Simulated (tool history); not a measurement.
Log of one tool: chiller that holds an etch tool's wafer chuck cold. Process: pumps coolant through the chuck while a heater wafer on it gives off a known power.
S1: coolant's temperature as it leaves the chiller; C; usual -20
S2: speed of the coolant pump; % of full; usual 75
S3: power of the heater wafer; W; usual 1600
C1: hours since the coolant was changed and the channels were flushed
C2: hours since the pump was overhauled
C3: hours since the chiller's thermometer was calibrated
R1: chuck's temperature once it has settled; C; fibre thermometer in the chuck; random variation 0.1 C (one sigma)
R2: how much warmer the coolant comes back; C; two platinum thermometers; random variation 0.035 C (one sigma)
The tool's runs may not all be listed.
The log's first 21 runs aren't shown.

Run 22, hour 746.4: usual settings but S1 -12 C, S2 69 % of full, S3 2058 W; C1 3685; C2 946; C3 320. Result: R1 8.5 C, R2 8.38 C.
Run 23, hour 792.4: usual settings but S1 -12 C, S2 69 % of full, S3 2058 W; C1 3731; C2 993; C3 366. Result: R1 8.6 C, R2 8.36 C.
Run 24, hour 838.8: usual settings but S1 -13 C, S2 99 % of full, S3 802 W; C1 3778; C2 1039; C3 412. Result: R1 -6.2 C, R2 2.24 C.
Run 25, hour 864.2: usual settings but S1 -28 C, S3 1570 W; C1 3803; C2 1064; C3 438. Result: R1 -12.7 C, R2 5.88 C.
Run 26, hour 906.5: usual settings but S1 -30 C, S2 60 % of full; C1 3845; C2 1107; C3 480. Result: R1 -12.5 C, R2 7.56 C.
Run 27, hour 952.6: usual settings but S1 -30 C, S2 60 % of full; C1 3891; C2 1153; C3 526. Result: R1 -12.5 C, R2 7.52 C.
Run 28, hour 989.9: usual settings but S1 -29 C, S2 60 % of full; C1 3929; C2 1190; C3 563. Result: R1 -11.6 C, R2 7.48 C.
Run 29, hour 1032.1: usual settings but S1 -16 C, S2 78 % of full; C1 3971; C2 1232; C3 606. Result: R1 -0.9 C, R2 5.81 C.
Run 30, hour 1077.5: usual settings but S1 -16 C, S2 78 % of full, S3 1942 W; C1 4016; C2 1278; C3 651. Result: R1 2.4 C, R2 7.01 C.
Run 31, hour 1122.0: usual settings but S1 -16 C, S2 78 % of full, S3 1942 W; C1 4061; C2 1322; C3 695. Result: R1 2.5 C, R2 7.05 C.

Forecast each of these 3 alternatives for the next run:
Run A, hour 1165.8: usual settings but S1 -13 C; C1 4105; C2 1366; C3 739. Result: R1 ?, R2 ?.
Run B, hour 1165.8: usual settings but S1 -16 C, S2 83 % of full, S3 2021 W; C1 4105; C2 1366; C3 739. Result: R1 ?, R2 ?.
Run C, hour 1165.8: usual settings but S1 -23 C, S2 69 % of full, S3 1345 W; C1 4105; C2 1366; C3 739. Result: R1 ?, R2 ?.

run    R1    R2
  A   2.5  6.07
  B   2.3  6.88
  C  -9.2  5.54
Without the tool's hidden state the same runs would have given:
run     R1    R2
  A    0.8  5.89
  B    0.3  6.68
  C  -10.7  5.38
